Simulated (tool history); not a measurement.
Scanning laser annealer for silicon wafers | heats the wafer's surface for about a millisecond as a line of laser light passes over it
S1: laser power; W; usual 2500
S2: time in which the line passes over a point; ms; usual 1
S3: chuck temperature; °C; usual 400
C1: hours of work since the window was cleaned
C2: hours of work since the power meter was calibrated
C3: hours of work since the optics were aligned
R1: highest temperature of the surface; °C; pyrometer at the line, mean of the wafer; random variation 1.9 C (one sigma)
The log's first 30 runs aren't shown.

run	day	S1	S2	S3	C1	C2	C3	R1
31	9.125	2367	0.98	416	746	213	14	1095
32	9.338	2367	0.98	426	748	215	16	1107
33	9.729	2663	1	400	752	219	20	1181
34	10.017	2663	1	400	755	222	23	1179
35	10.371	2252	1	386	759	226	26	1042
36	10.746	2500	1	438	762	230	30	1169
37	11.162	2500	0.74	400	767	234	34	1009
38	11.354	2500	0.74	400	769	236	36	1009
39	11.7	2396	0.81	400	772	239	40	1017
40	12.004	2356	1	430	775	243	43	1114

4 ways to go on from here, each from the tool as it stands after run 40. What would each give?
A	12.388	2575	0.72	439	779	246	47	?
B	12.388	2691	0.93	400	779	246	47	?
C	12.388	2356	0.85	430	779	246	47	?
D	12.388	2204	0.78	400	779	246	47	?

run	R1
A	1056
B	1156
C	1051
D	953
Without the tool's hidden state the same runs would have given:
run	R1
A	1058
B	1158
C	1053
D	955
